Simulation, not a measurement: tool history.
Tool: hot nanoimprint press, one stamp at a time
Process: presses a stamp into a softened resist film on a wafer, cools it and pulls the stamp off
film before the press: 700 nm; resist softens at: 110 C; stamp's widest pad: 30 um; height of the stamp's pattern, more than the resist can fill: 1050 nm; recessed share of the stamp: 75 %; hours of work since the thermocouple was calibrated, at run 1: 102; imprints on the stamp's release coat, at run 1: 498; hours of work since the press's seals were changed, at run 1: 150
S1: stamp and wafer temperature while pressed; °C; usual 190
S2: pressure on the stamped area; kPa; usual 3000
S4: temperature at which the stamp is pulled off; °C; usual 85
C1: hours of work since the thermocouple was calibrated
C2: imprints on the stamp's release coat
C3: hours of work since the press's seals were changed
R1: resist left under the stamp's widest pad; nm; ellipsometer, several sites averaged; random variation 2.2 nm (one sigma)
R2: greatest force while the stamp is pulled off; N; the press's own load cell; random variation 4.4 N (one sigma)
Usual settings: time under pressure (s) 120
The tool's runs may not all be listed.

run 1 hour=0.0 | S1=190 S2=3000 time_under_pressure_(s)=120 S4=85 | C1=102 C2=498 C3=150 | R1=359.6 R2=216
run 2 hour=31.3 | S1=190 S2=2430 time_under_pressure_(s)=120 S4=85 | C1=121 C2=634 C3=169 | R1=393.9 R2=208
run 3 hour=49.0 | S1=190 S2=2430 time_under_pressure_(s)=120 S4=85 | C1=132 C2=712 C3=180 | R1=396.1 R2=224
run 4 hour=84.7 | S1=190 S2=2430 time_under_pressure_(s)=120 S4=85 | C1=155 C2=868 C3=202 | R1=398.3 R2=207
run 5 hour=123.5 | S1=190 S2=3000 time_under_pressure_(s)=99 S4=85 | C1=179 C2=1037 C3=227 | R1=393.1 R2=209
run 6 hour=142.8 | S1=190 S2=3000 time_under_pressure_(s)=99 S4=85 | C1=191 C2=1121 C3=239 | R1=390.3 R2=209
run 7 hour=162.4 | S1=190 S2=3000 time_under_pressure_(s)=99 S4=85 | C1=203 C2=1207 C3=251 | R1=392.5 R2=221
run 8 hour=191.4 | S1=190 S2=3000 time_under_pressure_(s)=99 S4=85 | C1=221 C2=1333 C3=269 | R1=388.8 R2=222
run 9 hour=211.7 | S1=190 S2=3000 time_under_pressure_(s)=99 S4=85 | C1=234 C2=1422 C3=281 | R1=389.3 R2=210
run 10 hour=240.9 | S1=190 S2=3000 time_under_pressure_(s)=99 S4=85 | C1=252 C2=1549 C3=300 | R1=387.2 R2=215
run 11 hour=274.7 | S1=201 S2=3000 time_under_pressure_(s)=120 S4=85 | C1=273 C2=1697 C3=321 | R1=232.1 R2=208
-- hour=298.6 stamp cleaned and given a new release coat
run 12 hour=305.4 | S1=201 S2=3000 time_under_pressure_(s)=120 S4=85 | C1=288 C2=30 C3=336 | R1=228.9 R2=206
run 13 hour=345.0 | S1=190 S2=3000 time_under_pressure_(s)=120 S4=85 | C1=313 C2=202 C3=361 | R1=369.9 R2=219
run 14 hour=371.1 | S1=190 S2=3000 time_under_pressure_(s)=120 S4=85 | C1=329 C2=316 C3=377 | R1=367.9 R2=223
run 15 hour=395.9 | S1=190 S2=3000 time_under_pressure_(s)=120 S4=85 | C1=345 C2=424 C3=393 | R1=367.3 R2=213
run 16 hour=431.8 | S1=181 S2=3000 time_under_pressure_(s)=146 S4=85 | C1=367 C2=581 C3=415 | R1=478.9 R2=224
run 17 hour=460.8 | S1=181 S2=3000 time_under_pressure_(s)=146 S4=85 | C1=385 C2=708 C3=433 | R1=482.6 R2=211
run 18 hour=495.8 | S1=181 S2=3000 time_under_pressure_(s)=146 S4=87 | C1=407 C2=860 C3=455 | R1=484.9 R2=191
run 19 hour=523.2 | S1=190 S2=3000 time_under_pressure_(s)=237 S4=91 | C1=424 C2=980 C3=472 | R1=284.1 R2=183
-- hour=562.1 plate thermocouple calibrated
run 20 hour=562.1 | S1=181 S2=3000 time_under_pressure_(s)=177 S4=85 | C1=0 C2=1137 C3=494 | R1=455.8 R2=225

Run 21 comes next. What will it give?
run 21 hour=594.5 | S1=183 S2=3230 time_under_pressure_(s)=120 S4=85 | C1=20 C2=1278 C3=514 | R1=? R2=?

R1: 464.1 nm
R2: 212 N
Without the tool's hidden state the same run would have given R1 463.7 nm, R2 211 N.
